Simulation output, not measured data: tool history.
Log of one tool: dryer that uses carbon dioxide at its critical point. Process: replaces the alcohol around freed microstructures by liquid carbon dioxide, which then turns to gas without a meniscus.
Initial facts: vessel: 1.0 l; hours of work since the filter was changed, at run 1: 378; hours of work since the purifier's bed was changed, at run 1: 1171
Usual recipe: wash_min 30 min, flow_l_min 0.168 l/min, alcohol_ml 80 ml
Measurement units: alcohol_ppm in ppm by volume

| run | hour | wash_min | flow_l_min | alcohol_ml | hours of work since the filter was changed | hours of work since the purifier's bed was changed | alcohol_ppm |
|---|---|---|---|---|---|---|---|
| 1 | 0 | 30 | 0.168 | 80 | 378 | 1171 | 1326 |
| 2 | 45.1 | 30 | 0.168 | 80 | 404 | 1198 | 1452 |
| 3 | 84.6 | 30 | 0.168 | 80 | 427 | 1221 | 1484 |
|  | 129.1 | purifier's bed changed |
| 4 | 141.1 | 30 | 0.168 | 80 | 459 | 7 | 1323 |
|  | 187.6 | inlet filter changed |
| 5 | 201.5 | 30 | 0.168 | 80 | 8 | 42 | 727 |
| 6 | 257.4 | 30 | 0.168 | 80 | 41 | 75 | 760 |
| 7 | 302.4 | 30 | 0.168 | 80 | 68 | 101 | 814 |
| 8 | 337.6 | 30 | 0.168 | 80 | 88 | 122 | 847 |
| 9 | 363.4 | 30 | 0.168 | 80 | 104 | 137 | 853 |
| 10 | 411.2 | 30 | 0.191 | 80 | 132 | 166 | 487 |
| 11 | 444.6 | 30 | 0.191 | 80 | 151 | 185 | 492 |
| 12 | 495.2 | 30 | 0.191 | 80 | 181 | 215 | 536 |
| 13 | 557.7 | 43 | 0.149 | 87 | 218 | 252 | 363 |
| 14 | 612.9 | 33 | 0.156 | 90 | 250 | 284 | 1084 |
| 15 | 641.5 | 33 | 0.156 | 45 | 267 | 301 | 594 |
| 16 | 667.4 | 33 | 0.156 | 45 | 282 | 316 | 609 |
| 17 | 699.4 | 33 | 0.156 | 45 | 301 | 335 | 598 |
| 18 | 734.5 | 30 | 0.168 | 80 | 322 | 356 | 1174 |
| 19 | 769.8 | 43 | 0.113 | 31 | 343 | 377 | 605 |
| 20 | 803.1 | 19 | 0.169 | 60 | 362 | 396 | 4110 |
| 21 | 845.9 | 30 | 0.126 | 70 | 388 | 421 | 3202 |
| 22 | 889.9 | 30 | 0.183 | 50 | 414 | 447 | 598 |

Consider 5 possible next runs. They are alternatives, not a sequence: every one starts from the tool as it was left by run 22. What does each give?
| A | 930.4 | 43 | 0.188 | 80 | 437 | 471 | ? |
| B | 930.4 | 23 | 0.168 | 80 | 437 | 471 | ? |
| C | 930.4 | 30 | 0.126 | 85 | 437 | 471 | ? |
| D | 930.4 | 36 | 0.225 | 50 | 437 | 471 | ? |
| E | 930.4 | 36 | 0.183 | 50 | 437 | 471 | ? |

| run | alcohol_ppm |
|---|---|
| A | 204 |
| B | 3441 |
| C | 4041 |
| D | 153 |
| E | 312 |
Stripped of hidden state, with their random variation kept, the same runs would have yielded:
| run | alcohol_ppm |
|---|---|
| A | 51 |
| B | 2142 |
| C | 2563 |
| D | 26 |
| E | 103 |

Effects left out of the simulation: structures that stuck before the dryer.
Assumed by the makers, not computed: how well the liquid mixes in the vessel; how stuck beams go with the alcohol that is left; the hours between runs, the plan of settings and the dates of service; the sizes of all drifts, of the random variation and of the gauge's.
